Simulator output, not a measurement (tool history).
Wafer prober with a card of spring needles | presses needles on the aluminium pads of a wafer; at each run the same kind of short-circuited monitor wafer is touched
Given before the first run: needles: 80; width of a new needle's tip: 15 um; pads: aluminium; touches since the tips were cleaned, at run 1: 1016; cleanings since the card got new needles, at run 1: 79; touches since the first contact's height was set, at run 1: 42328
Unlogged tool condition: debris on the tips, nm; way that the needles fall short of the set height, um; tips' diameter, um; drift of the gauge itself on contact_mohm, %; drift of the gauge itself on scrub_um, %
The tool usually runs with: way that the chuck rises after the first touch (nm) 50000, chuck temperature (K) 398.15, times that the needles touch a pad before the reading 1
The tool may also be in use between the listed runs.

run     day  way that the chuck rises after the first touch (nm)  chuck temperature (K)  times that the needles touch a pad before the reading  touches since the tips were cleaned  cleanings since the card got new needles  touches since the first contact's height was set  resistance of one needle with its contact and lead (mohm)  way that a needle slides on the pad (nm)
  1   0.000                                                50000                 398.15                                                      1                                 1016                                        79                                             42328                                                        179                                      7200
      0.533  -- tips cleaned on abrasive film
  2   1.021                                                50000                 398.15                                                      1                                 6088                                        80                                             54987                                                        186                                      7240
      1.192  -- tips cleaned on abrasive film
      1.850  -- tips cleaned on abrasive film
      2.467  -- tips cleaned on abrasive film
  3   2.467                                                50000                 398.15                                                      1                                    0                                        83                                             72810                                                        180                                      7220
      3.096  -- tips cleaned on abrasive film
      3.733  -- tips cleaned on abrasive film
  4   4.067                                                50000                 398.15                                                      1                                 4146                                        85                                             92596                                                        184                                      7200
      4.329  -- tips cleaned on abrasive film
      5.017  -- tips cleaned on abrasive film
  5   5.150                                                50000                 398.15                                                      1                                 1655                                        87                                            105978                                                        186                                      7220
      5.667  -- tips cleaned on abrasive film
      6.179  -- height of the first contact set anew
      6.312  -- tips cleaned on abrasive film
  6   6.312                                                50000                 398.15                                                      1                                    0                                        89                                              1567                                                        185                                      7240
      7.021  -- tips cleaned on abrasive film
      7.617  -- tips cleaned on abrasive film
  7   7.796                                                50000                 398.15                                                      1                                 2203                                        91                                             19925                                                        182                                      7230
      8.250  -- tips cleaned on abrasive film
  8   8.533                                                53000                 398.15                                                      1                                 3524                                        92                                             29062                                                        180                                      7680
      8.921  -- tips cleaned on abrasive film
      9.538  -- tips cleaned on abrasive film
  9   9.612                                                50000                 398.15                                                      1                                  931                                        94                                             42364                                                        183                                      7210
     10.196  -- tips cleaned on abrasive film
 10  10.658                                                50000                 398.15                                                      1                                 5722                                        95                                             55317                                                        184                                      7270
     10.904  -- tips cleaned on abrasive film
     11.575  -- tips cleaned on abrasive film
 11  11.788                                                50000                 398.15                                                      1                                 2676                                        97                                             69305                                                        186                                      7190
     12.175  -- tips cleaned on abrasive film
     12.762  -- tips cleaned on abrasive film
 12  12.838                                                50000                 398.15                                                      1                                  915                                        99                                             82226                                                        183                                      7230
     13.412  -- tips cleaned on abrasive film
 13  13.629                                                50000                 398.15                                                      1                                 2696                                       100                                             92041                                                        185                                      7240
     14.079  -- tips cleaned on abrasive film
     14.750  -- tips cleaned on abrasive film
 14  14.896                                                41000                 379.15                                                      3                                 1844                                       102                                            107704                                                        182                                      5940
     15.421  -- tips cleaned on abrasive film
 15  15.571                                                41000                 379.15                                                      3                                 1869                                       103                                            116064                                                        183                                      5920
     15.729  -- height of the first contact set anew
     16.125  -- tips cleaned on abrasive film
 16  16.375                                                55000                 300.15                                                      1                                 3109                                       104                                              7970                                                        166                                      7920
     16.729  -- tips cleaned on abrasive film
     17.342  -- tips cleaned on abrasive film
 17  17.542                                                50000                 398.15                                                      1                                 2492                                       106                                             22396                                                        183                                      7270
     17.983  -- tips cleaned on abrasive film
 18  18.417                                                61000                 327.15                                                      1                                 5388                                       107                                             33211                                                        170                                      8850
     18.683  -- tips cleaned on abrasive film
     19.267  -- tips cleaned on abrasive film
 19  19.746                                                61000                 327.15                                                      1                                 5952                                       109                                             49670                                                        169                                      8850
     19.879  -- tips cleaned on abrasive film
     20.488  -- tips cleaned on abrasive film
 20  21.025                                                33000                 310.15                                                      2                                 6663                                       111                                             65466                                                        173                                      4780
     21.154  -- tips cleaned on abrasive film
 21  21.688                                                32000                 330.15                                                      2                                 6624                                       112                                             73678                                                        175                                      4630
     21.838  -- tips cleaned on abrasive film
     22.496  -- tips cleaned on abrasive film
     23.146  -- tips cleaned on abrasive film
 22  23.317                                                33000                 335.15                                                      2                                 2114                                       115                                             93781                                                        177                                      4790
     23.767  -- tips cleaned on abrasive film
 23  24.279                                                33000                 335.15                                                      2                                 6365                                       116                                            105706                                                        177                                      4810

Below are 3 alternative next runs, each starting from the tool's condition after run 23. Predict each:
     24.392  -- tips cleaned on abrasive film
  A  24.938                                                33000                 307.15                                                      2                                 6754                                       117                                            113822                                                          ?                                         ?
     24.392  -- tips cleaned on abrasive film
  B  24.938                                                33000                 300.15                                                      2                                 6754                                       117                                            113822                                                          ?                                         ?
     24.392  -- tips cleaned on abrasive film
  C  24.938                                                50000                 302.15                                                      2                                 6754                                       117                                            113822                                                          ?                                         ?

run  resistance of one needle with its contact and lead (mohm)  way that a needle slides on the pad (nm)
  A                                                        172                                      4800
  B                                                        169                                      4800
  C                                                        161                                      7270
With the hidden condition removed and each run's random variation left untouched, the same runs would have given:
run  resistance of one needle with its contact and lead (mohm)  way that a needle slides on the pad (nm)
  A                                                        172                                      4770
  B                                                        169                                      4760
  C                                                        161                                      7220
